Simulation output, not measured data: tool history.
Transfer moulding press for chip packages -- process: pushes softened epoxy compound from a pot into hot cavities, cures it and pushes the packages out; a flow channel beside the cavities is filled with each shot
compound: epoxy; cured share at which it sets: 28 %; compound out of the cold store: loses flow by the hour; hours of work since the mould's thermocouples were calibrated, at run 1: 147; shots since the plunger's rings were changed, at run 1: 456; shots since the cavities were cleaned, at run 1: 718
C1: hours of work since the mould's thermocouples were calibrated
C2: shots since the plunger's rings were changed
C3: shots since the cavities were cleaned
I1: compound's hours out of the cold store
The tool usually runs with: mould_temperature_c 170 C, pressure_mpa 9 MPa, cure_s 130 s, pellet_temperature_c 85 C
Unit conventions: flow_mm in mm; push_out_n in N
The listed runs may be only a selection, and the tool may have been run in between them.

Run 1, hour 0: usual settings; C1 147; C2 456; C3 718; I1 35. Result: flow_mm 880 mm, push_out_n 460 N.
Run 2, hour 45.7: usual settings; C1 167; C2 742; C3 1004; I1 46.1. Result: flow_mm 841 mm, push_out_n 468 N.
At hour 53.5: cavities cleaned with cleaning compound and waxed.
Run 3, hour 92.4: usual settings; C1 187; C2 1024; C3 243; I1 33.4. Result: flow_mm 889 mm, push_out_n 408 N.
Run 4, hour 128.6: usual settings but pellet_temperature_c 83 C; C1 203; C2 1250; C3 469; I1 34.3. Result: flow_mm 879 mm, push_out_n 457 N.
Run 5, hour 179.7: usual settings but pellet_temperature_c 77 C; C1 225; C2 1569; C3 788; I1 46.9. Result: flow_mm 831 mm, push_out_n 488 N.
At hour 226.1: cavities cleaned with cleaning compound and waxed.
Run 6, hour 241.6: usual settings but pressure_mpa 8.98 MPa; C1 252; C2 1946; C3 97; I1 14.3. Result: flow_mm 930 mm, push_out_n 397 N.
Run 7, hour 302.8: usual settings but pressure_mpa 8.98 MPa, cure_s 110 s; C1 278; C2 2328; C3 479; I1 10.2. Result: flow_mm 940 mm, push_out_n 648 N.
Run 8, hour 348.8: usual settings but mould_temperature_c 165 C; C1 299; C2 2615; C3 766; I1 38.7. Result: flow_mm 846 mm, push_out_n 653 N.
At hour 375.2: mould's thermocouples calibrated.
At hour 397: cavities cleaned with cleaning compound and waxed.
Run 9, hour 407.8: usual settings; C1 14; C2 2961; C3 67; I1 45.6. Result: flow_mm 814 mm, push_out_n 352 N.
At hour 416.9: plunger's sealing rings changed.
Run 10, hour 440.9: usual settings; C1 27; C2 151; C3 259; I1 33.9. Result: flow_mm 891 mm, push_out_n 412 N.
Run 11, hour 485.3: usual settings but pressure_mpa 8.09 MPa; C1 46; C2 427; C3 535; I1 9.7. Result: flow_mm 907 mm, push_out_n 447 N.
Run 12, hour 543.6: usual settings but pressure_mpa 8.09 MPa; C1 72; C2 792; C3 900; I1 8.6. Result: flow_mm 930 mm, push_out_n 481 N.
At hour 571.3: cavities cleaned with cleaning compound and waxed.
Run 13, hour 610.8: usual settings but pressure_mpa 8.09 MPa; C1 101; C2 1202; C3 247; I1 18.3. Result: flow_mm 877 mm, push_out_n 398 N.
Run 14, hour 659: usual settings but pressure_mpa 8.09 MPa; C1 122; C2 1503; C3 548; I1 28. Result: flow_mm 853 mm, push_out_n 450 N.
Run 15, hour 711.5: usual settings but pressure_mpa 8.09 MPa; C1 145; C2 1830; C3 875; I1 45.2. Result: flow_mm 786 mm, push_out_n 481 N.
At hour 741.6: cavities cleaned with cleaning compound and waxed.
Run 16, hour 755.8: usual settings but mould_temperature_c 172 C, pressure_mpa 7.98 MPa, cure_s 124 s, pellet_temperature_c 95 C; C1 164; C2 2097; C3 88; I1 43.4. Result: flow_mm 777 mm, push_out_n 364 N.
Run 17, hour 820.3: usual settings but mould_temperature_c 172 C, pressure_mpa 9.1 MPa, cure_s 124 s, pellet_temperature_c 95 C; C1 192; C2 2500; C3 491; I1 45.4. Result: flow_mm 826 mm, push_out_n 442 N.
Run 18, hour 884.5: usual settings but mould_temperature_c 172 C, pressure_mpa 9.1 MPa, cure_s 124 s, pellet_temperature_c 95 C; C1 220; C2 2901; C3 892; I1 40.9. Result: flow_mm 823 mm, push_out_n 450 N.
At hour 902.9: plunger's sealing rings changed.
At hour 915.1: cavities cleaned with cleaning compound and waxed.
Run 19, hour 943.8: usual settings but mould_temperature_c 172 C, pressure_mpa 9.89 MPa, cure_s 124 s, pellet_temperature_c 94 C; C1 244; C2 246; C3 180; I1 31. Result: flow_mm 940 mm, push_out_n 376 N.
Run 20, hour 1009.7: usual settings but mould_temperature_c 172 C, pressure_mpa 9.89 MPa, cure_s 124 s, pellet_temperature_c 94 C; C1 273; C2 658; C3 592; I1 18.8. Result: flow_mm 970 mm, push_out_n 441 N.

Forecast run 21:
Run 21, hour 1066.4: usual settings but mould_temperature_c 168 C, pressure_mpa 9.49 MPa, cure_s 134 s, pellet_temperature_c 89 C; C1 298; C2 1011; C3 945; I1 32.1. Result: flow_mm ?, push_out_n ?.

{"run 21": {"flow_mm": 919, "push_out_n": 529}}
With the hidden condition absent and the run-to-run variation left alone, this run would have shown flow_mm 936 mm, push_out_n 376 N.

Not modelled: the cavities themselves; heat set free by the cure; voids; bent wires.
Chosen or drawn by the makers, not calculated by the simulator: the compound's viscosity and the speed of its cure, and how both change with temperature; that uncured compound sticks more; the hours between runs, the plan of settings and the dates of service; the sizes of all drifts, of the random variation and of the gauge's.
